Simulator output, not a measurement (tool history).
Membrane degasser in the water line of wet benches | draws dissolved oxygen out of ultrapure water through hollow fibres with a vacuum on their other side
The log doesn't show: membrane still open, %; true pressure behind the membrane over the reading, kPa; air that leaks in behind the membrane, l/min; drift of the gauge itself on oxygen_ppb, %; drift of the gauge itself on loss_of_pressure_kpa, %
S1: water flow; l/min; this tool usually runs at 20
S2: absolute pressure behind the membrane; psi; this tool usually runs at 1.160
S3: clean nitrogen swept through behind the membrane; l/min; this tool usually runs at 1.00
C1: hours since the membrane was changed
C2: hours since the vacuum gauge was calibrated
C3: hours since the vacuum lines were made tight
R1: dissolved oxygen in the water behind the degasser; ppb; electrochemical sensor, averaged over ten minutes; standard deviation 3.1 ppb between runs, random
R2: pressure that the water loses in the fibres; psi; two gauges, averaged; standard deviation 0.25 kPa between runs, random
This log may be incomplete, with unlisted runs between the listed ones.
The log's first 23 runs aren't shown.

{"run": 24, "hour": 1049.2, "S1": 23, "S2": 1.16, "S3": 1.0, "C1": 1701, "C2": 4090, "C3": 7551, "R1": 402.3, "R2": 11.103}
{"run": 25, "hour": 1102.0, "S1": 23, "S2": 1.16, "S3": 1.0, "C1": 1754, "C2": 4142, "C3": 7604, "R1": 393.5, "R2": 11.158}
{"run": 26, "hour": 1136.2, "S1": 23, "S2": 1.16, "S3": 1.0, "C1": 1788, "C2": 4177, "C3": 7638, "R1": 396.2, "R2": 11.121}
{"hour": 1144.2, "done": "vacuum gauge calibrated"}
{"run": 27, "hour": 1175.5, "S1": 21, "S2": 1.16, "S3": 2.22, "C1": 1827, "C2": 31, "C3": 7677, "R1": 230.5, "R2": 10.206}
{"run": 28, "hour": 1218.3, "S1": 15, "S2": 0.727, "S3": 0.64, "C1": 1870, "C2": 74, "C3": 7720, "R1": 128.2, "R2": 7.263}
{"run": 29, "hour": 1252.4, "S1": 15, "S2": 0.727, "S3": 0.64, "C1": 1904, "C2": 108, "C3": 7754, "R1": 128.5, "R2": 7.291}
{"run": 30, "hour": 1305.8, "S1": 20, "S2": 1.429, "S3": 2.77, "C1": 1957, "C2": 162, "C3": 7807, "R1": 218.0, "R2": 9.789}
{"run": 31, "hour": 1352.7, "S1": 15, "S2": 0.98, "S3": 0.7, "C1": 2004, "C2": 208, "C3": 7854, "R1": 197.2, "R2": 7.307}
{"run": 32, "hour": 1401.1, "S1": 16, "S2": 1.363, "S3": 0.74, "C1": 2053, "C2": 257, "C3": 7903, "R1": 328.1, "R2": 7.699}

Here are 4 independent what-if runs from the current tool condition. What would each one return?
{"run": "A", "hour": 1463.6, "S1": 14, "S2": 1.265, "S3": 0.64, "C1": 2115, "C2": 319, "C3": 7965, "R1": "?", "R2": "?"}
{"run": "B", "hour": 1463.6, "S1": 25, "S2": 1.149, "S3": 1.45, "C1": 2115, "C2": 319, "C3": 7965, "R1": "?", "R2": "?"}
{"run": "C", "hour": 1463.6, "S1": 20, "S2": 1.16, "S3": 2.17, "C1": 2115, "C2": 319, "C3": 7965, "R1": "?", "R2": "?"}
{"run": "D", "hour": 1463.6, "S1": 12, "S2": 1.313, "S3": 1.0, "C1": 2115, "C2": 319, "C3": 7965, "R1": "?", "R2": "?"}

run=A R1=285.2 R2=6.788
run=B R1=388.8 R2=12.177
run=C R1=210.8 R2=9.789
run=D R1=175.2 R2=5.835
Without the tool's unlogged condition, the same runs would have read:
run=A R1=285.1 R2=6.638
run=B R1=388.5 R2=11.909
run=C R1=210.6 R2=9.574
run=D R1=175.2 R2=5.706
